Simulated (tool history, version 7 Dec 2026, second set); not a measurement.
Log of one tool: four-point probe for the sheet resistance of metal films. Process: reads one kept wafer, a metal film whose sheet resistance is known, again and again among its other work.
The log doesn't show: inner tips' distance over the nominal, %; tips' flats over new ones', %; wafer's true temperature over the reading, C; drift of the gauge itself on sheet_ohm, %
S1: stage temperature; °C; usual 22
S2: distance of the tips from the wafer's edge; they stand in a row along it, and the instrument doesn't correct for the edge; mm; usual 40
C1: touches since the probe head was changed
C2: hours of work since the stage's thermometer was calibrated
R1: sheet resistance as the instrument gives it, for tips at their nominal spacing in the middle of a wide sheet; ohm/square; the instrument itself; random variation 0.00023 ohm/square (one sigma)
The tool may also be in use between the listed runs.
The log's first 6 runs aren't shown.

run 7 day=3.233 | S1=22 S2=40 | C1=30802 C2=393 | R1=1.163148
run 8 day=3.983 | S1=22 S2=40 | C1=31278 C2=406 | R1=1.16289
run 9 day=4.804 | S1=22 S2=18 | C1=31800 C2=420 | R1=1.164525
run 10 day=5.208 | S1=22 S2=18 | C1=32054 C2=426 | R1=1.164125
run 11 day=5.738 | S1=22 S2=18 | C1=32391 C2=435 | R1=1.164546
run 12 day=6.092 | S1=22 S2=18 | C1=32615 C2=441 | R1=1.164518
run 13 day=6.888 | S1=22 S2=40 | C1=33121 C2=455 | R1=1.162846
run 14 day=7.221 | S1=19 S2=40 | C1=33333 C2=460 | R1=1.167812
run 15 day=7.738 | S1=19 S2=40 | C1=33660 C2=469 | R1=1.167639
run 16 day=8.4 | S1=19 S2=40 | C1=34081 C2=480 | R1=1.167661
run 17 day=8.908 | S1=19 S2=40 | C1=34404 C2=489 | R1=1.168155
run 18 day=9.642 | S1=19 S2=5 | C1=34868 C2=501 | R1=1.192253
run 19 day=10.025 | S1=22 S2=6 | C1=35113 C2=508 | R1=1.180423
run 20 day=10.592 | S1=22 S2=6 | C1=35473 C2=517 | R1=1.179955
run 21 day=11.017 | S1=22 S2=6 | C1=35742 C2=525 | R1=1.180014
run 22 day=11.754 | S1=22 S2=6 | C1=36210 C2=537 | R1=1.180132
run 23 day=12.346 | S1=22 S2=6 | C1=36585 C2=547 | R1=1.180006
run 24 day=12.767 | S1=30 S2=62 | C1=36853 C2=554 | R1=1.150687
run 25 day=13.521 | S1=35 S2=6 | C1=37331 C2=567 | R1=1.159906
run 26 day=14.2 | S1=26 S2=68 | C1=37761 C2=578 | R1=1.156821
run 27 day=14.708 | S1=33 S2=16 | C1=38085 C2=587 | R1=1.148991

The next listed run, before its measurement:
run 28 day=15.362 | S1=19 S2=9 | C1=38499 C2=598 | R1=?

Run 28 gave R1 1.176327 ohm/square.
Without the tool's hidden state the same run would have given R1 1.17762 ohm/square.
